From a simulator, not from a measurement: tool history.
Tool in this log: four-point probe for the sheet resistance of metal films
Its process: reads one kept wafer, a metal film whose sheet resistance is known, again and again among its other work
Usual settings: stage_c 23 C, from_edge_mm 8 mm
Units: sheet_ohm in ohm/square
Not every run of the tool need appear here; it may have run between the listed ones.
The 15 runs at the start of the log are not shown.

run     day  stage_c  from_edge_mm  touches since the probe head was changed  hours of work since the stage's thermometer was calibrated  sheet_ohm
 16  10.054       22             8                                     10812                                                         699   4.138191
 17  10.650       23            39                                     11182                                                         708   4.083668
 18  11.438       26            39                                     11672                                                         719   4.074609
 19  12.317       26            39                                     12219                                                         732   4.075616
 20  12.879       23            26                                     12568                                                         740   4.086487
 21  13.896       23            26                                     13199                                                         755   4.086908
 22  14.525       23            26                                     13591                                                         765   4.085908
 23  15.308       23            26                                     14077                                                         776   4.085861
 24  16.033       29            52                                     14528                                                         787   4.065271
 25  16.562       29            52                                     14857                                                         795   4.064509
 26  17.421       29            52                                     15390                                                         807   4.064816
 27  18.317       18             6                                     15947                                                         821   4.193989
 28  19.008       23            18                                     16378                                                         831   4.091874
 29  20.021       23            18                                     17006                                                         846   4.091701
 30  20.446       34            25                                     17269                                                         852   4.055404
 31  20.950       34            25                                     17583                                                         859   4.053866
 32  21.662       31            12                                     18028                                                         870   4.080973
 33  22.288       35             9                                     18416                                                         879   4.088730
 34  22.946       22            13                                     18825                                                         889   4.102935
 35  23.533       22            13                                     19191                                                         897   4.104224

The next listed run, before its measurement:
 36  24.054       22            13                                     19513                                                         905          ?

Run 36 gave sheet_ohm 4.102771 ohm/square.
If the tool had no hidden condition, the same run with the same run-to-run variation would have returned sheet_ohm 4.132190 ohm/square.

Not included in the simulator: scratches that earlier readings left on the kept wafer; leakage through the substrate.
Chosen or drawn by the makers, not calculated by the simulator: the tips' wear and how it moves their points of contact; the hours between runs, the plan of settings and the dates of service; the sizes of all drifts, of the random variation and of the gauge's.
